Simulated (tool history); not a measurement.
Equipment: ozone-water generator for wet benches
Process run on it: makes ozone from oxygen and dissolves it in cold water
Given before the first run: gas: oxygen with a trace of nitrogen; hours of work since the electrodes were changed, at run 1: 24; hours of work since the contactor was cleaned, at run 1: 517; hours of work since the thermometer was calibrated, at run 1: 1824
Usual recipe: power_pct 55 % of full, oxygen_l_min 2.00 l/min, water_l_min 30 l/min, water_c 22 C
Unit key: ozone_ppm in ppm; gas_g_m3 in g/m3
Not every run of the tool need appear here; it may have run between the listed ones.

run,day,power_pct,oxygen_l_min,water_l_min,water_c,hours of work since the electrodes were changed,hours of work since the contactor was cleaned,hours of work since the thermometer was calibrated,ozone_ppm,gas_g_m3
1,0.000,55,2.00,30,22,24,517,1824,7.92,208.5
2,1.167,55,2.00,30,22,47,540,1848,7.89,208.1
3,2.142,55,2.00,20,22,67,559,1867,12.08,208.6
4,3.250,55,2.00,20,22,89,581,1889,11.96,207.8
5,4.583,55,2.00,20,22,115,608,1916,11.94,208.4
6,5.675,55,2.00,20,22,137,630,1937,11.94,207.8
7,6.517,55,2.00,27,22,154,646,1954,8.97,208.4
8,8.071,55,2.00,27,22,185,677,1985,8.88,207.3
9,8.762,55,2.00,25,22,199,691,1999,9.51,210.6
10,10.133,55,2.00,30,22,226,718,2026,7.85,205.9
11,11.579,55,2.00,30,22,255,747,2055,8.00,209.1
12,12.479,55,3.29,30,22,273,765,2073,9.03,161.7
13,13.575,55,3.29,30,22,294,787,2095,9.08,162.4
14,15.075,55,3.29,30,22,324,817,2125,9.10,163.4
15,16.567,55,3.29,30,22,354,846,2154,8.97,162.5
16,17.533,55,2.00,30,22,373,866,2174,7.77,209.4
17,18.167,55,2.00,30,22,386,878,2186,7.96,206.9
18,19.179,55,2.00,23,22,406,899,2206,10.46,207.7
19,20.621,55,2.00,23,22,435,927,2235,10.33,207.6
20,22.096,87,1.95,44,25,464,957,2264,6.61,273.1
21,22.979,96,1.93,33,15,482,974,2282,10.10,292.6

Run 22, settings as shown, results not yet in. Your forecast:
22,24.308,57,1.50,30,22,508,1001,2309,?,?

ozone_ppm: 7.39 ppm
gas_g_m3: 245.6 g/m3
Without the tool's hidden state the same run would have given ozone_ppm 7.40 ppm, gas_g_m3 245.6 g/m3.
